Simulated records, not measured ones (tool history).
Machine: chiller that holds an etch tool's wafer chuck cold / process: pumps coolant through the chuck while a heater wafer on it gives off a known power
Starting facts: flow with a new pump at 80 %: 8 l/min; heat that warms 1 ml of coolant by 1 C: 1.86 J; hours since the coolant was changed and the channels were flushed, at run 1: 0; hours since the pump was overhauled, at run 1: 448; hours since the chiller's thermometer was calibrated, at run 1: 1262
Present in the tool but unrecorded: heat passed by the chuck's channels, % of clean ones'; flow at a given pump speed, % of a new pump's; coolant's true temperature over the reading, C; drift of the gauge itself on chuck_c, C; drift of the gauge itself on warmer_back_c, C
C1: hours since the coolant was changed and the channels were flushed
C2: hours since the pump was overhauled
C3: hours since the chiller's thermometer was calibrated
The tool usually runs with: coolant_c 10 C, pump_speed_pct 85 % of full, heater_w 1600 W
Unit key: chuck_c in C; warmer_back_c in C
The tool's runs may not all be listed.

Run 1, day 0.000: usual settings; C1 0; C2 448; C3 1262. Result: chuck_c 23.8 C, warmer_back_c 6.05 C.
Run 2, day 4.221: usual settings; C1 101; C2 549; C3 1363. Result: chuck_c 23.9 C, warmer_back_c 6.06 C.
Run 3, day 10.250: usual settings; C1 246; C2 694; C3 1508. Result: chuck_c 23.9 C, warmer_back_c 6.11 C.
Run 4, day 15.508: usual settings but coolant_c 5 C; C1 372; C2 820; C3 1634. Result: chuck_c 18.8 C, warmer_back_c 6.07 C.
Run 5, day 22.683: usual settings but coolant_c 5 C; C1 544; C2 992; C3 1806. Result: chuck_c 18.8 C, warmer_back_c 6.11 C.
Run 6, day 27.796: usual settings but coolant_c 5 C; C1 667; C2 1115; C3 1929. Result: chuck_c 18.8 C, warmer_back_c 6.11 C.
Run 7, day 31.825: usual settings but coolant_c 5 C; C1 764; C2 1212; C3 2026. Result: chuck_c 18.7 C, warmer_back_c 6.11 C.
Run 8, day 35.679: usual settings but coolant_c 15 C; C1 856; C2 1304; C3 2118. Result: chuck_c 28.8 C, warmer_back_c 6.10 C.
Run 9, day 42.492: usual settings; C1 1020; C2 1468; C3 2282. Result: chuck_c 23.9 C, warmer_back_c 6.12 C.
Run 10, day 48.708: usual settings but coolant_c 4 C; C1 1169; C2 1617; C3 2431. Result: chuck_c 17.7 C, warmer_back_c 6.06 C.
Run 11, day 55.983: usual settings but coolant_c 4 C; C1 1344; C2 1791; C3 2606. Result: chuck_c 17.9 C, warmer_back_c 6.09 C.
At day 56.338: chiller's thermometer calibrated.
Run 12, day 63.146: usual settings but coolant_c 4 C; C1 1514; C2 1962; C3 163. Result: chuck_c 18.0 C, warmer_back_c 6.10 C.
Run 13, day 67.262: usual settings but coolant_c 4 C; C1 1613; C2 2061; C3 262. Result: chuck_c 17.9 C, warmer_back_c 6.15 C.
Run 14, day 72.204: usual settings but coolant_c 16 C, heater_w 991 W; C1 1732; C2 2180; C3 381. Result: chuck_c 24.7 C, warmer_back_c 3.78 C.
Run 15, day 77.462: usual settings but coolant_c 1 C, heater_w 1224 W; C1 1858; C2 2306; C3 507. Result: chuck_c 11.6 C, warmer_back_c 4.75 C.
Run 16, day 81.517: usual settings but coolant_c 13 C, pump_speed_pct 70 % of full, heater_w 1244 W; C1 1955; C2 2403; C3 604. Result: chuck_c 25.4 C, warmer_back_c 5.89 C.
Run 17, day 89.138: usual settings but coolant_c 13 C, pump_speed_pct 70 % of full, heater_w 1244 W; C1 2138; C2 2586; C3 787. Result: chuck_c 25.5 C, warmer_back_c 5.90 C.
Run 18, day 93.383: usual settings but coolant_c 13 C, pump_speed_pct 70 % of full, heater_w 1244 W; C1 2240; C2 2688; C3 889. Result: chuck_c 25.3 C, warmer_back_c 5.91 C.
Run 19, day 99.558: usual settings but coolant_c 14 C, pump_speed_pct 75 % of full, heater_w 1982 W; C1 2388; C2 2836; C3 1037. Result: chuck_c 32.7 C, warmer_back_c 8.67 C.
Run 20, day 103.754: usual settings but coolant_c 18 C, pump_speed_pct 75 % of full, heater_w 1982 W; C1 2489; C2 2937; C3 1138. Result: chuck_c 36.8 C, warmer_back_c 8.73 C.
Run 21, day 107.133: usual settings but pump_speed_pct 83 % of full, heater_w 1597 W; C1 2570; C2 3018; C3 1219. Result: chuck_c 24.1 C, warmer_back_c 6.27 C.
Run 22, day 112.300: usual settings but pump_speed_pct 69 % of full, heater_w 999 W; C1 2694; C2 3142; C3 1343. Result: chuck_c 20.1 C, warmer_back_c 4.84 C.
Run 23, day 118.758: usual settings but pump_speed_pct 88 % of full; C1 2849; C2 3297; C3 1498. Result: chuck_c 23.7 C, warmer_back_c 5.96 C.
Run 24, day 123.600: usual settings but pump_speed_pct 88 % of full; C1 2965; C2 3413; C3 1614. Result: chuck_c 23.4 C, warmer_back_c 6.02 C.
Run 25, day 129.079: usual settings but pump_speed_pct 77 % of full, heater_w 2070 W; C1 3097; C2 3545; C3 1746. Result: chuck_c 29.1 C, warmer_back_c 8.78 C.

Alternative continuations, all from the tool just after run 25; predict every row:
Run A, day 134.408: usual settings but coolant_c 8 C, pump_speed_pct 82 % of full, heater_w 1380 W; C1 3225; C2 3673; C3 1874. Result: chuck_c ?, warmer_back_c ?.
Run B, day 134.408: usual settings but coolant_c 20 C, pump_speed_pct 77 % of full, heater_w 979 W; C1 3225; C2 3673; C3 1874. Result: chuck_c ?, warmer_back_c ?.
Run C, day 134.408: usual settings but heater_w 2011 W; C1 3225; C2 3673; C3 1874. Result: chuck_c ?, warmer_back_c ?.
Run D, day 134.408: usual settings but coolant_c 13 C, heater_w 924 W; C1 3225; C2 3673; C3 1874. Result: chuck_c ?, warmer_back_c ?.
Run E, day 134.408: usual settings but coolant_c 4 C, pump_speed_pct 96 % of full, heater_w 1646 W; C1 3225; C2 3673; C3 1874. Result: chuck_c ?, warmer_back_c ?.

run  chuck_c  warmer_back_c
  A     20.3           5.56
  B     29.0           4.33
  C     27.6           7.78
  D     21.2           3.65
  E     17.0           5.67
With the hidden condition removed and each run's random variation left untouched, the same runs would have given:
run  chuck_c  warmer_back_c
  A     20.3           5.42
  B     29.0           4.19
  C     27.5           7.64
  D     21.2           3.51
  E     17.0           5.53
